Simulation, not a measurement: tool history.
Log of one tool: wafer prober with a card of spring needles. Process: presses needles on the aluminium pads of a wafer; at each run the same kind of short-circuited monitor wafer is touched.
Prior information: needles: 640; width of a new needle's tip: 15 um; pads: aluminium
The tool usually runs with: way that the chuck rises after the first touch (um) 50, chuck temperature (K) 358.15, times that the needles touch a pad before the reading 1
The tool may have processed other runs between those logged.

run	hour	way that the chuck rises after the first touch (um)	chuck temperature (K)	times that the needles touch a pad before the reading	resistance of one needle with its contact and lead (mohm)	way that a needle slides on the pad (um)
1	0.0	50	358.15	1	225	7.61
# hour 2.8: tips cleaned on abrasive film
# hour 8.2: tips cleaned on abrasive film
# hour 14.8: tips cleaned on abrasive film
# hour 21.5: tips cleaned on abrasive film
# hour 28.1: tips cleaned on abrasive film
# hour 34.8: tips cleaned on abrasive film
2	37.0	50	358.15	2	205	7.51
# hour 41.0: tips cleaned on abrasive film
# hour 46.4: tips cleaned on abrasive film
# hour 53.0: tips cleaned on abrasive film
# hour 58.4: tips cleaned on abrasive film
# hour 65.0: tips cleaned on abrasive film
3	69.6	50	358.15	2	228	7.48
# hour 71.0: tips cleaned on abrasive film
# hour 76.3: tips cleaned on abrasive film
# hour 83.0: tips cleaned on abrasive film
# hour 89.7: tips cleaned on abrasive film
# hour 96.3: tips cleaned on abrasive film
4	99.9	50	358.15	1	256	7.46
# hour 102.7: tips cleaned on abrasive film
# hour 109.3: tips cleaned on abrasive film
# hour 114.7: tips cleaned on abrasive film
# hour 116.3: height of the first contact set anew
# hour 121.6: tips cleaned on abrasive film
5	122.3	50	358.15	1	203	7.83
# hour 127.6: tips cleaned on abrasive film
# hour 134.3: tips cleaned on abrasive film
# hour 139.6: tips cleaned on abrasive film
# hour 146.3: tips cleaned on abrasive film
6	147.3	50	358.15	1	211	7.81
# hour 152.7: tips cleaned on abrasive film
# hour 158.0: tips cleaned on abrasive film
# hour 164.7: tips cleaned on abrasive film
# hour 170.0: tips cleaned on abrasive film
# hour 176.7: tips cleaned on abrasive film
7	180.1	50	358.15	1	237	7.74
# hour 182.8: tips cleaned on abrasive film
# hour 189.5: tips cleaned on abrasive film
# hour 194.8: tips cleaned on abrasive film
# hour 201.5: tips cleaned on abrasive film
# hour 206.8: tips cleaned on abrasive film
8	211.3	50	358.15	2	230	7.70
# hour 212.7: tips cleaned on abrasive film
# hour 219.4: tips cleaned on abrasive film
# hour 226.1: tips cleaned on abrasive film
# hour 232.7: tips cleaned on abrasive film
# hour 239.4: tips cleaned on abrasive film
# hour 242.1: tips cleaned on abrasive film, once more
# hour 247.5: tips cleaned on abrasive film
9	251.0	50	358.15	1	252	7.62
# hour 253.7: tips cleaned on abrasive film
# hour 259.1: tips cleaned on abrasive film
# hour 265.8: tips cleaned on abrasive film
# hour 272.4: tips cleaned on abrasive film
10	277.5	50	358.15	1	269	7.57
# hour 278.9: tips cleaned on abrasive film
# hour 285.6: tips cleaned on abrasive film
# hour 290.9: tips cleaned on abrasive film
# hour 296.8: tips cleaned on abrasive film
11	296.8	50	358.15	1	190	7.52
# hour 302.1: tips cleaned on abrasive film
# hour 308.8: tips cleaned on abrasive film
# hour 315.4: tips cleaned on abrasive film
# hour 322.1: tips cleaned on abrasive film
# hour 328.4: tips cleaned on abrasive film
12	328.4	50	358.15	1	195	7.55
# hour 335.1: tips cleaned on abrasive film
# hour 341.7: tips cleaned on abrasive film
# hour 347.1: tips cleaned on abrasive film
13	350.3	50	358.15	1	247	7.45
# hour 353.0: tips cleaned on abrasive film
# hour 359.7: tips cleaned on abrasive film
# hour 365.0: tips cleaned on abrasive film
# hour 371.7: tips cleaned on abrasive film
# hour 372.0: height of the first contact set anew
14	373.4	50	358.15	1	220	7.83
# hour 377.4: tips cleaned on abrasive film
# hour 382.8: tips cleaned on abrasive film
# hour 388.1: tips cleaned on abrasive film
# hour 394.8: tips cleaned on abrasive film
# hour 400.1: tips cleaned on abrasive film
# hour 405.5: tips cleaned on abrasive film
# hour 412.2: tips cleaned on abrasive film
15	412.6	58	358.15	1	193	9.00
# hour 418.0: tips cleaned on abrasive film
# hour 423.3: tips cleaned on abrasive film
# hour 430.0: tips cleaned on abrasive film
# hour 436.6: tips cleaned on abrasive film
16	436.9	51	358.15	2	186	7.90
# hour 442.2: tips cleaned on abrasive film
# hour 447.6: tips cleaned on abrasive film
# hour 454.2: tips cleaned on abrasive film
# hour 460.9: tips cleaned on abrasive film
17	465.5	31	336.15	1	404	4.73
# hour 466.9: tips cleaned on abrasive film
# hour 472.2: tips cleaned on abrasive film
# hour 478.9: tips cleaned on abrasive film
# hour 485.6: tips cleaned on abrasive film
# hour 490.9: tips cleaned on abrasive film
# hour 497.5: tips cleaned on abrasive film
18	497.5	31	336.15	1	224	4.65
# hour 502.9: tips cleaned on abrasive film
# hour 508.2: tips cleaned on abrasive film
# hour 513.6: tips cleaned on abrasive film
# hour 520.3: tips cleaned on abrasive film
19	523.2	69	396.15	1	212	10.55
# hour 526.0: tips cleaned on abrasive film
# hour 531.3: tips cleaned on abrasive film
# hour 538.0: tips cleaned on abrasive film
20	540.4	37	395.15	1	279	5.53
# hour 544.4: tips cleaned on abrasive film
# hour 549.7: tips cleaned on abrasive film
# hour 555.1: tips cleaned on abrasive film
# hour 561.8: tips cleaned on abrasive film
# hour 568.4: tips cleaned on abrasive film
# hour 573.8: tips cleaned on abrasive film
21	576.3	37	395.15	1	305	5.52
# hour 580.4: tips cleaned on abrasive film
# hour 587.0: tips cleaned on abrasive film
# hour 592.4: tips cleaned on abrasive film
22	593.8	39	314.15	2	218	5.78
# hour 597.8: tips cleaned on abrasive film
# hour 604.5: tips cleaned on abrasive film
# hour 609.8: tips cleaned on abrasive film
23	612.2	39	314.15	2	234	5.72
# hour 616.2: tips cleaned on abrasive film
# hour 622.9: tips cleaned on abrasive film
# hour 627.1: height of the first contact set anew
# hour 629.8: tips cleaned on abrasive film
24	630.0	50	372.15	2	194	7.79

3 ways to go on from here, each from the tool as it stands after run 24. What would each give?
# hour 635.3: tips cleaned on abrasive film
# hour 640.6: tips cleaned on abrasive film
# hour 646.0: tips cleaned on abrasive film
# hour 652.7: tips cleaned on abrasive film
# hour 658.0: tips cleaned on abrasive film
# hour 664.7: tips cleaned on abrasive film
A	664.7	53	372.15	2	?	?
# hour 635.3: tips cleaned on abrasive film
# hour 640.6: tips cleaned on abrasive film
# hour 646.0: tips cleaned on abrasive film
# hour 652.7: tips cleaned on abrasive film
# hour 658.0: tips cleaned on abrasive film
# hour 664.7: tips cleaned on abrasive film
B	664.7	35	323.15	1	?	?
# hour 635.3: tips cleaned on abrasive film
# hour 640.6: tips cleaned on abrasive film
# hour 646.0: tips cleaned on abrasive film
# hour 652.7: tips cleaned on abrasive film
# hour 658.0: tips cleaned on abrasive film
# hour 664.7: tips cleaned on abrasive film
C	664.7	50	329.15	1	?	?

run	resistance of one needle with its contact and lead (mohm)	way that a needle slides on the pad (um)
A	187	8.22
B	206	5.45
C	186	7.74
Stripped of hidden state, with their random variation kept, the same runs would have yielded:
run	resistance of one needle with its contact and lead (mohm)	way that a needle slides on the pad (um)
A	176	8.27
B	180	5.50
C	171	7.80
